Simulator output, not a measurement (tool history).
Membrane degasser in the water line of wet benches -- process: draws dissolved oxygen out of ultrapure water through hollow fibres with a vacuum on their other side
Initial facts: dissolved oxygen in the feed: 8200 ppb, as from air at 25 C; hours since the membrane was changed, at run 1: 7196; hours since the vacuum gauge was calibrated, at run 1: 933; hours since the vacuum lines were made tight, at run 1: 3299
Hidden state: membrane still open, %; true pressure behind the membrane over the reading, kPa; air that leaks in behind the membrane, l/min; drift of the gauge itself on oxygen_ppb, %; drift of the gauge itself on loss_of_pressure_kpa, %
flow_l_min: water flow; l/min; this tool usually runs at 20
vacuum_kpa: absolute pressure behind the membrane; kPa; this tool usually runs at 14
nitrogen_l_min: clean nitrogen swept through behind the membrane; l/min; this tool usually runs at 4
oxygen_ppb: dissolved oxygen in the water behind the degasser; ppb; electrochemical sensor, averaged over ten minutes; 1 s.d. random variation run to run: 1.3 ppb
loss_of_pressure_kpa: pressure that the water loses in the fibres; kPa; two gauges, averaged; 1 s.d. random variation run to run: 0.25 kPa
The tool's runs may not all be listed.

| run | hour | flow_l_min | vacuum_kpa | nitrogen_l_min | hours since the membrane was changed | hours since the vacuum gauge was calibrated | hours since the vacuum lines were made tight | oxygen_ppb | loss_of_pressure_kpa |
|---|---|---|---|---|---|---|---|---|---|
| 1 | 0 | 20 | 14 | 4 | 7196 | 933 | 3299 | 133.9 | 70.58 |
| 2 | 179.4 | 16 | 14 | 4 | 7375 | 1112 | 3478 | 108.3 | 56.68 |
| 3 | 330.7 | 16 | 14 | 4 | 7526 | 1264 | 3630 | 108.5 | 56.65 |
| 4 | 453.6 | 16 | 14 | 4 | 7649 | 1387 | 3753 | 107.8 | 56.94 |
| 5 | 598.9 | 16 | 14 | 4 | 7795 | 1532 | 3898 | 109.1 | 56.93 |
| 6 | 700.4 | 16 | 14 | 4 | 7896 | 1634 | 3999 | 110.7 | 56.95 |
| 7 | 794.7 | 20 | 14 | 4 | 7990 | 1728 | 4094 | 136.5 | 71.27 |
| 8 | 941 | 17 | 14 | 4 | 8137 | 1874 | 4240 | 116.5 | 60.78 |
| 9 | 1128.9 | 17 | 14 | 4 | 8325 | 2062 | 4428 | 116.7 | 60.78 |
| 10 | 1308.5 | 17 | 14 | 4 | 8504 | 2242 | 4607 | 115.4 | 61.2 |
|  | 1377.1 | seals of the vacuum lines changed |
| 11 | 1477.2 | 20 | 14 | 4 | 8671 | 2408 | 100 | 136 | 71.83 |
| 12 | 1583 | 13 | 14 | 4 | 8777 | 2514 | 206 | 87.9 | 46.9 |
| 13 | 1778.7 | 20 | 14 | 3.65 | 8972 | 2710 | 402 | 147.6 | 71.77 |
| 14 | 1901.2 | 20 | 14 | 4 | 9095 | 2832 | 524 | 138.9 | 71.67 |
| 15 | 2040.6 | 20 | 14 | 4 | 9234 | 2972 | 664 | 137.9 | 71.9 |
| 16 | 2149.5 | 20 | 14 | 4 | 9343 | 3081 | 772 | 137.8 | 72.24 |
| 17 | 2268.5 | 20 | 14 | 4 | 9462 | 3200 | 891 | 136.3 | 72.43 |
| 18 | 2353.1 | 20 | 14 | 4 | 9547 | 3284 | 976 | 136.1 | 72.53 |
| 19 | 2541.8 | 20 | 14 | 4 | 9735 | 3473 | 1165 | 137.9 | 72.79 |
| 20 | 2716.6 | 21 | 13 | 2.46 | 9910 | 3648 | 1340 | 204.3 | 76.02 |
| 21 | 2805.2 | 20 | 8.8 | 4 | 9999 | 3736 | 1428 | 76.6 | 72.58 |
| 22 | 2933.2 | 14 | 12.4 | 8 | 10127 | 3864 | 1556 | 42.6 | 50.95 |
| 23 | 3060.7 | 20 | 16 | 7.49 | 10254 | 3992 | 1684 | 89.5 | 72.62 |
| 24 | 3203.2 | 28 | 10.8 | 6.3 | 10397 | 4134 | 1826 | 110.5 | 102.57 |
| 25 | 3349.7 | 28 | 10.8 | 6.3 | 10543 | 4281 | 1973 | 110.1 | 102.36 |
|  | 3421.1 | membrane cartridge changed |
| 26 | 3504 | 13 | 15.8 | 6.3 | 83 | 4431 | 2123 | 67.3 | 43.42 |
| 27 | 3681 | 13 | 15.9 | 7.78 | 260 | 4608 | 2300 | 56.4 | 43.41 |

Run 28, settings as shown, results not yet in. Your forecast:
| 28 | 3849.2 | 32 | 14 | 4 | 428 | 4776 | 2468 | ? | ? |

{"run 28": {"oxygen_ppb": 232.5, "loss_of_pressure_kpa": 107}}
If the tool had no hidden condition, the same run with the same run-to-run variation would have returned oxygen_ppb 224.2 ppb, loss_of_pressure_kpa 106.59 kPa.

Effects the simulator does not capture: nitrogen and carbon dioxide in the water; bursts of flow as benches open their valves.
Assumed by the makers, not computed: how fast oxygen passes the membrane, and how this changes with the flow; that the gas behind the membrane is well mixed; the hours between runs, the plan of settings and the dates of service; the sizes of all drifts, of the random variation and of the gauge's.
